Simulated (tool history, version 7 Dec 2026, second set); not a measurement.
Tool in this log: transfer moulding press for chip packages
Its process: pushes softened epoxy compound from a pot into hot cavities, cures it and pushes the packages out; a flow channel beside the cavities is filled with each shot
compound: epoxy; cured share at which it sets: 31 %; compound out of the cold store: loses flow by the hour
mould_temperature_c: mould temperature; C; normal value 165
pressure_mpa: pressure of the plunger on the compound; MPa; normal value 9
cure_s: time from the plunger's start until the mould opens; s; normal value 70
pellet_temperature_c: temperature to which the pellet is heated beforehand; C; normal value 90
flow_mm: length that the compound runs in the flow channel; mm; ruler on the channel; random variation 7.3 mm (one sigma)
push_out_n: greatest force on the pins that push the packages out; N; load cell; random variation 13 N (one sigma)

| run | day | mould_temperature_c | pressure_mpa | cure_s | pellet_temperature_c | incoming compound's hours out of the cold store | flow_mm | push_out_n |
|---|---|---|---|---|---|---|---|---|
| 1 | 0 | 165 | 9 | 70 | 90 | 16.1 | 763 | 792 |
|  | 0.933 | cavities cleaned with cleaning compound and waxed |
| 2 | 1.554 | 165 | 9 | 70 | 90 | 24.7 | 733 | 752 |
|  | 2.758 | cavities cleaned with cleaning compound and waxed |
| 3 | 3.175 | 163 | 9 | 70 | 90 | 46.9 | 693 | 825 |
|  | 4.433 | cavities cleaned with cleaning compound and waxed |
| 4 | 4.492 | 163 | 9 | 70 | 90 | 23.7 | 740 | 801 |
|  | 6.229 | cavities cleaned with cleaning compound and waxed |
| 5 | 6.475 | 163 | 9 | 70 | 90 | 18.4 | 738 | 839 |
|  | 8.058 | cavities cleaned with cleaning compound and waxed |
| 6 | 8.75 | 163 | 9 | 70 | 90 | 22.7 | 719 | 924 |
|  | 9.542 | plunger's sealing rings changed |
|  | 9.946 | cavities cleaned with cleaning compound and waxed |
| 7 | 9.946 | 165 | 9 | 70 | 99 | 18.4 | 797 | 641 |
| 8 | 11.429 | 165 | 9 | 70 | 99 | 22.3 | 794 | 866 |
|  | 11.629 | cavities cleaned with cleaning compound and waxed |
| 9 | 12.967 | 165 | 9 | 70 | 90 | 34.7 | 754 | 837 |
|  | 13.467 | cavities cleaned with cleaning compound and waxed |
| 10 | 14.4 | 159 | 9 | 70 | 90 | 25.2 | 804 | 1355 |
|  | 15.267 | cavities cleaned with cleaning compound and waxed |
| 11 | 15.775 | 165 | 9 | 70 | 90 | 17.8 | 797 | 794 |
| 12 | 16.842 | 165 | 9 | 70 | 90 | 12.9 | 805 | 939 |
|  | 17.079 | cavities cleaned with cleaning compound and waxed |
|  | 17.35 | mould's thermocouples calibrated |
| 13 | 18.154 | 165 | 9 | 70 | 90 | 43.5 | 713 | 758 |
|  | 19.029 | cavities cleaned with cleaning compound and waxed |
| 14 | 19.7 | 165 | 9 | 70 | 90 | 11.8 | 770 | 751 |
|  | 20.733 | cavities cleaned with cleaning compound and waxed |
| 15 | 21.396 | 165 | 7.12 | 89 | 81 | 21.8 | 669 | 471 |
|  | 22.562 | cavities cleaned with cleaning compound and waxed |
| 16 | 23.446 | 165 | 7.88 | 70 | 83 | 9.6 | 730 | 867 |
|  | 24.375 | cavities cleaned with cleaning compound and waxed |
| 17 | 25.871 | 165 | 7.63 | 53 | 84 | 40.8 | 641 | 1750 |
|  | 26.088 | cavities cleaned with cleaning compound and waxed |
|  | 27.942 | cavities cleaned with cleaning compound and waxed |
| 18 | 28.154 | 172 | 9 | 70 | 93 | 30.6 | 677 | 424 |
|  | 29.662 | cavities cleaned with cleaning compound and waxed |
| 19 | 30.396 | 161 | 9.66 | 70 | 86 | 27.3 | 741 | 1141 |
|  | 31.267 | plunger's sealing rings changed |
|  | 31.45 | cavities cleaned with cleaning compound and waxed |
| 20 | 31.912 | 161 | 9.66 | 70 | 86 | 17.3 | 857 | 1124 |
|  | 33.183 | cavities cleaned with cleaning compound and waxed |
| 21 | 33.2 | 161 | 9.66 | 63 | 86 | 43.9 | 777 | 1131 |
| 22 | 34.375 | 165 | 8.23 | 66 | 97 | 17.9 | 754 | 919 |
|  | 34.933 | cavities cleaned with cleaning compound and waxed |
| 23 | 36.079 | 165 | 8.23 | 66 | 97 | 20.2 | 759 | 984 |
|  | 36.696 | cavities cleaned with cleaning compound and waxed |
| 24 | 37.342 | 166 | 9 | 58 | 90 | 28.2 | 753 | 1146 |

Predict the results of run 25:
|  | 38.371 | cavities cleaned with cleaning compound and waxed |
| 25 | 38.779 | 166 | 9 | 58 | 90 | 29.9 | ? | ? |

Run 25 measured flow_mm 741 mm, push_out_n 1088 N.
Take away the tool's hidden state, keep the run-to-run variation as it was, and the same run would have given flow_mm 767 mm, push_out_n 895 N.
